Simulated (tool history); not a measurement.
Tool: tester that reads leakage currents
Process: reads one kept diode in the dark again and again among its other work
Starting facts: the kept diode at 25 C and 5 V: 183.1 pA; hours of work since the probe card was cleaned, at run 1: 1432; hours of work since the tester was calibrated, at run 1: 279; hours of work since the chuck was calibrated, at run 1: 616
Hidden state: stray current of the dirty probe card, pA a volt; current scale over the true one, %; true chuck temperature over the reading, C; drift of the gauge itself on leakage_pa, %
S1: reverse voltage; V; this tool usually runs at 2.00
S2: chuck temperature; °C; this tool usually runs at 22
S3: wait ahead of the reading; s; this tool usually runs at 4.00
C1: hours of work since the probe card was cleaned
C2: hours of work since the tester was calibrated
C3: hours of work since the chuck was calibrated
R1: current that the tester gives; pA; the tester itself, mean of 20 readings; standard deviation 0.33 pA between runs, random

run	hour	S1	S2	S3	C1	C2	C3	R1
1	0.0	2.00	22	4.00	1432	279	616	96.87
2	16.5	4.82	22	4.00	1442	289	625	136.15
3	37.9	4.82	22	4.00	1454	302	638	135.07
4	70.2	4.82	22	4.00	1474	322	658	134.31
5	92.2	4.82	22	4.00	1487	335	671	134.95
6	105.6	4.82	22	4.00	1495	343	679	134.06
7	125.5	4.82	22	4.00	1507	355	691	134.27
8	158.4	4.82	22	4.00	1527	375	711	133.91
9	173.6	2.00	22	4.00	1536	384	720	94.84
# hour 192.1: chuck's temperature calibrated
10	199.2	2.00	22	4.00	1550	398	4	111.99
11	222.0	2.00	22	4.00	1564	412	18	111.54
12	235.2	2.00	22	4.00	1572	419	26	111.53
13	260.0	2.00	22	1.19	1587	434	41	111.59
14	273.5	2.00	22	1.19	1595	442	49	111.42
15	301.0	2.00	22	1.19	1611	459	65	111.10
16	316.9	2.00	22	1.19	1621	469	75	110.77
# hour 322.9: probe card cleaned and baked
17	339.9	2.00	22	1.19	10	480	87	112.35
18	361.3	2.00	41	1.19	23	493	100	405.14
19	392.4	2.00	22	4.00	42	512	118	111.92
20	415.9	2.00	22	4.00	56	526	133	111.85
21	445.4	2.00	48	4.00	74	544	150	619.99
22	473.7	3.34	48	5.37	91	561	167	739.52
23	487.4	10.43	34	3.59	99	569	175	468.11
# hour 507.1: probe card cleaned and baked, once more
24	519.1	1.60	44	4.28	7	586	193	435.67
25	542.8	2.03	44	0.99	21	601	207	472.71
26	565.9	2.76	20	1.22	35	614	221	99.06
27	582.3	3.67	20	4.00	45	624	231	109.18
28	613.4	1.43	22	4.00	64	643	249	90.81
29	642.4	1.43	22	4.00	81	660	267	90.79
30	661.5	2.00	22	2.31	93	672	278	101.70
31	686.2	2.62	27	7.42	108	687	293	160.91
32	717.9	2.62	27	7.42	127	706	312	159.07
33	746.7	2.62	27	7.42	144	723	329	158.98
34	760.1	2.00	22	4.72	152	731	337	100.45
35	783.9	4.27	31	0.42	166	745	352	252.50
36	803.1	2.00	25	7.57	178	757	363	124.04
37	826.9	2.00	35	5.56	192	771	377	250.92
38	842.6	6.33	24	0.91	201	781	387	174.25
39	873.4	1.41	24	9.83	220	799	405	100.73

A few steps of R1 between consecutive runs. Split each: what settings, incoming material and random variation would produce without the hidden state, and what is left over for the hidden state, along with gauge scatter present in only one of the two compared results (measured, and without hidden state):
Run 9 -> 10: chuck's temperature calibrated. R1 +17.15 pA: hidden state +16.89, all else +0.26.
Run 18 -> 19: S2 41 -> 22, S3 1.19 -> 4.00. R1 -293.22 pA: hidden state +3.70, all else -296.92.
Run 20 -> 21: S2 22 -> 48. R1 +508.14 pA: hidden state -12.13, all else +520.27.
Run 22 -> 23: S1 3.34 -> 10.43, S2 48 -> 34, S3 5.37 -> 3.59. R1 -271.41 pA: hidden state +30.86, all else -302.27.
Run 23 -> 24: S1 10.43 -> 1.60, S2 34 -> 44, S3 3.59 -> 4.28, probe card cleaned and baked, once more. R1 -32.44 pA: hidden state -37.05, all else +4.61.
Run 25 -> 26: S1 2.03 -> 2.76, S2 44 -> 20, S3 0.99 -> 1.22. R1 -373.65 pA: hidden state +12.96, all else -386.61.
